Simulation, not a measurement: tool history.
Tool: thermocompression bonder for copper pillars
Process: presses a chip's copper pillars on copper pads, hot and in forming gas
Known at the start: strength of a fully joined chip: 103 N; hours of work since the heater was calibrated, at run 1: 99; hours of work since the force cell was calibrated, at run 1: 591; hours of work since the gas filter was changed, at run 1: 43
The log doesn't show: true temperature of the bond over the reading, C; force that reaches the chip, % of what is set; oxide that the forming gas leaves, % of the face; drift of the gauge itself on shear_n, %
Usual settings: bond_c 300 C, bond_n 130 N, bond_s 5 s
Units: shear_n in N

run,hour,bond_c,bond_n,bond_s,hours of work since the heater was calibrated,hours of work since the force cell was calibrated,hours of work since the gas filter was changed,shear_n
1,0.0,300,130,5,99,591,43,47.7
2,10.9,300,130,5,107,599,51,48.5
3,31.2,300,130,5,123,615,67,48.0
4,47.0,300,130,5,135,627,79,47.4
5,65.0,300,130,5,149,641,92,47.9
6,82.9,300,130,8,162,654,106,56.5
7,98.1,300,130,8,174,666,118,56.0
8,116.2,300,130,8,188,680,132,57.0
9,135.0,300,130,8,202,694,146,56.2
10,145.4,300,130,8,210,702,154,55.9
# hour 153.1: forming gas filter changed
11,161.7,300,130,8,222,714,7,56.7
12,178.5,300,130,8,235,727,19,56.7
13,191.1,308,130,5,245,737,29,53.5
14,204.7,308,130,5,255,747,39,53.6
15,222.7,308,130,5,269,761,53,53.0
16,239.1,300,130,9,281,773,66,58.2
17,255.6,295,130,6,294,786,78,48.1
18,267.2,300,104,5,303,795,87,42.5
19,279.1,280,130,5,312,804,96,36.5
20,291.7,280,130,5,322,813,106,35.7
21,303.9,300,140,3,331,823,115,41.8
22,324.3,300,140,3,347,838,131,41.6
23,341.8,300,140,3,360,852,144,41.4
# hour 362.3: forming gas filter changed
24,362.8,279,142,3,376,867,0,29.7
25,380.7,300,149,5,389,881,14,51.7
26,401.6,300,149,5,405,897,30,52.6
27,412.4,300,149,5,414,905,38,51.5
28,422.2,300,149,5,421,913,46,51.3
29,436.0,300,149,5,432,923,56,51.8
30,456.5,300,130,3,447,939,72,40.2
31,470.9,273,116,3,458,950,83,23.6
32,492.2,292,121,3,474,966,99,33.9

Hidden state at the last listed run before each entry between runs and at the first one after, where it differs:
Between runs 10 and 11: forming gas filter changed (hour 153.1)
  true temperature of the bond over the reading, C: 0 -> 0.1; oxide that the forming gas leaves, % of the face: 0.66 -> 0.51
Between runs 23 and 24: forming gas filter changed (hour 362.3)
  oxide that the forming gas leaves, % of the face: 0.66 -> 0.5
